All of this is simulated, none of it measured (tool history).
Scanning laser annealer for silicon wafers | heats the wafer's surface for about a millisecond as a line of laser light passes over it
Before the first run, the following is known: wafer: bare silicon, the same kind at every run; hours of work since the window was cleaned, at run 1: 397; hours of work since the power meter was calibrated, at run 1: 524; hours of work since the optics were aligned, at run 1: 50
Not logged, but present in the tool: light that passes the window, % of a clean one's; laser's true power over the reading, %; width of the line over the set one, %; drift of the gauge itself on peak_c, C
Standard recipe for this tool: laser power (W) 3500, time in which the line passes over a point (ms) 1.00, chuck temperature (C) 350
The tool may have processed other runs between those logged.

run,hour,laser power (W),time in which the line passes over a point (ms),chuck temperature (C),hours of work since the window was cleaned,hours of work since the power meter was calibrated,hours of work since the optics were aligned,highest temperature of the surface (C)
1,0.0,3500,1.00,350,397,524,50,1087
2,27.1,3500,1.00,350,409,537,63,1088
3,49.1,3500,1.00,350,419,547,73,1081
4,70.7,3500,1.00,350,429,556,82,1086
5,105.3,3500,1.00,350,445,572,98,1083
6,140.9,3500,1.00,350,461,588,114,1077
7,165.1,3500,1.00,350,472,599,125,1077
8,199.4,3500,1.00,350,488,615,141,1080
# hour 224.8: window over the wafer cleaned
9,236.0,3500,0.75,350,5,631,157,1009
10,269.4,3500,0.75,350,20,646,172,1004
11,298.8,3500,0.75,350,34,659,185,1007
12,338.5,3698,1.00,350,52,677,203,1168
13,381.9,3698,1.00,350,72,697,223,1166
14,402.0,3500,1.00,350,81,706,232,1116
15,437.7,3500,1.00,350,97,723,249,1108
16,469.2,3443,1.00,350,111,737,263,1092
# hour 474.4: laser's power meter calibrated
17,515.4,3443,1.00,350,131,19,283,1092
18,551.7,3443,1.00,350,147,35,299,1091
19,585.3,3015,1.00,378,163,50,314,1008
20,625.6,3015,0.81,378,181,69,333,935
21,655.3,3673,0.87,389,195,82,346,1125
# hour 661.4: laser's power meter calibrated, once more
22,685.3,3673,0.87,354,207,11,359,1079
23,729.9,3403,1.11,374,227,31,379,1133
24,764.8,3500,0.93,372,243,47,395,1082
25,783.4,3500,0.71,336,252,56,403,944
26,818.4,3500,0.71,336,268,71,419,941
27,859.4,3806,1.00,356,286,90,438,1160
28,894.9,3584,0.71,375,302,106,454,996
29,913.1,3172,0.92,381,311,115,462,995
30,949.7,3214,1.00,350,327,131,479,1004
31,988.6,3500,1.04,338,345,149,497,1079
32,1019.9,3164,1.04,325,359,163,511,978
33,1054.2,3748,0.78,353,375,179,527,1032
34,1088.7,3500,0.95,350,391,195,542,1044
35,1126.0,3500,1.01,347,408,212,559,1067
36,1170.5,3710,1.00,386,428,232,580,1151

What if the next run were any one of these 5? Each begins from the tool's condition after run 36:
A,1213.5,3502,1.03,354,447,251,599,?
B,1213.5,3056,0.79,364,447,251,599,?
C,1213.5,3037,1.08,325,447,251,599,?
D,1213.5,3194,1.00,386,447,251,599,?
E,1213.5,3657,0.87,380,447,251,599,?

run,highest temperature of the surface (C)
A,1073
B,893
C,947
D,1019
E,1071
Take away the tool's hidden state, keep each run's random variation, and the runs would have read:
run,highest temperature of the surface (C)
A,1143
B,944
C,1008
D,1080
E,1138

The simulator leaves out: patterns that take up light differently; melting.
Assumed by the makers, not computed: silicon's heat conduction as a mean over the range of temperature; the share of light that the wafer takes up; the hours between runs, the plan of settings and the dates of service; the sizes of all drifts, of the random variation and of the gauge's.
